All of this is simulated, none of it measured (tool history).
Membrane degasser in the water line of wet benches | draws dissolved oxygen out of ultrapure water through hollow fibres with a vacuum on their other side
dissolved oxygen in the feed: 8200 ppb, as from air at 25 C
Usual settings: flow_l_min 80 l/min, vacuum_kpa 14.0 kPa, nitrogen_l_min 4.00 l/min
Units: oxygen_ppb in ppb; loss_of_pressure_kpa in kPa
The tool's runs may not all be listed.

Run 1, hour 0.0: usual settings. Result: oxygen_ppb 458.7 ppb, loss_of_pressure_kpa 51.59 kPa.
Run 2, hour 253.5: usual settings. Result: oxygen_ppb 459.9 ppb, loss_of_pressure_kpa 52.09 kPa.
Run 3, hour 420.1: usual settings. Result: oxygen_ppb 459.4 ppb, loss_of_pressure_kpa 52.06 kPa.
Run 4, hour 569.9: usual settings. Result: oxygen_ppb 460.9 ppb, loss_of_pressure_kpa 51.20 kPa.
Run 5, hour 828.9: usual settings. Result: oxygen_ppb 459.6 ppb, loss_of_pressure_kpa 51.75 kPa.
At hour 1016.8: seals of the vacuum lines changed.
Run 6, hour 1076.1: usual settings. Result: oxygen_ppb 460.3 ppb, loss_of_pressure_kpa 51.53 kPa.
Run 7, hour 1268.0: usual settings but flow_l_min 63 l/min, vacuum_kpa 9.7 kPa, nitrogen_l_min 6.28 l/min. Result: oxygen_ppb 151.7 ppb, loss_of_pressure_kpa 40.51 kPa.
Run 8, hour 1529.8: usual settings but flow_l_min 124 l/min, vacuum_kpa 10.5 kPa, nitrogen_l_min 7.86 l/min. Result: oxygen_ppb 279.9 ppb, loss_of_pressure_kpa 80.30 kPa.
Run 9, hour 1757.8: usual settings but flow_l_min 126 l/min. Result: oxygen_ppb 686.0 ppb, loss_of_pressure_kpa 81.81 kPa.
At hour 2017.6: vacuum gauge calibrated.
Run 10, hour 2025.6: usual settings but flow_l_min 122 l/min, vacuum_kpa 9.6 kPa, nitrogen_l_min 3.82 l/min. Result: oxygen_ppb 431.3 ppb, loss_of_pressure_kpa 79.63 kPa.
Run 11, hour 2297.7: usual settings but flow_l_min 122 l/min, vacuum_kpa 9.6 kPa, nitrogen_l_min 3.82 l/min. Result: oxygen_ppb 431.1 ppb, loss_of_pressure_kpa 79.20 kPa.
Run 12, hour 2578.6: usual settings but flow_l_min 122 l/min, vacuum_kpa 22.3 kPa, nitrogen_l_min 3.82 l/min. Result: oxygen_ppb 1140.7 ppb, loss_of_pressure_kpa 79.74 kPa.

5 ways to go on from here, each from the tool as it stands after run 12. What would each give?
Run A, hour 2761.6: usual settings but flow_l_min 58 l/min, vacuum_kpa 9.9 kPa, nitrogen_l_min 3.82 l/min. Result: oxygen_ppb ?, loss_of_pressure_kpa ?.
Run B, hour 2761.6: usual settings but vacuum_kpa 25.2 kPa, nitrogen_l_min 9.77 l/min. Result: oxygen_ppb ?, loss_of_pressure_kpa ?.
Run C, hour 2761.6: usual settings but nitrogen_l_min 6.31 l/min. Result: oxygen_ppb ?, loss_of_pressure_kpa ?.
Run D, hour 2761.6: usual settings but vacuum_kpa 13.0 kPa. Result: oxygen_ppb ?, loss_of_pressure_kpa ?.
Run E, hour 2761.6: usual settings but flow_l_min 122 l/min, vacuum_kpa 20.8 kPa, nitrogen_l_min 11.05 l/min. Result: oxygen_ppb ?, loss_of_pressure_kpa ?.

run  oxygen_ppb  loss_of_pressure_kpa
  A       227.9                 38.22
  B       412.2                 52.12
  C       309.5                 52.44
  D       418.6                 52.43
  E       455.3                 80.10
Without the tool's hidden state the same runs would have given:
run  oxygen_ppb  loss_of_pressure_kpa
  A       227.8                 37.69
  B       412.1                 51.39
  C       309.4                 51.71
  D       418.4                 51.70
  E       455.1                 78.99
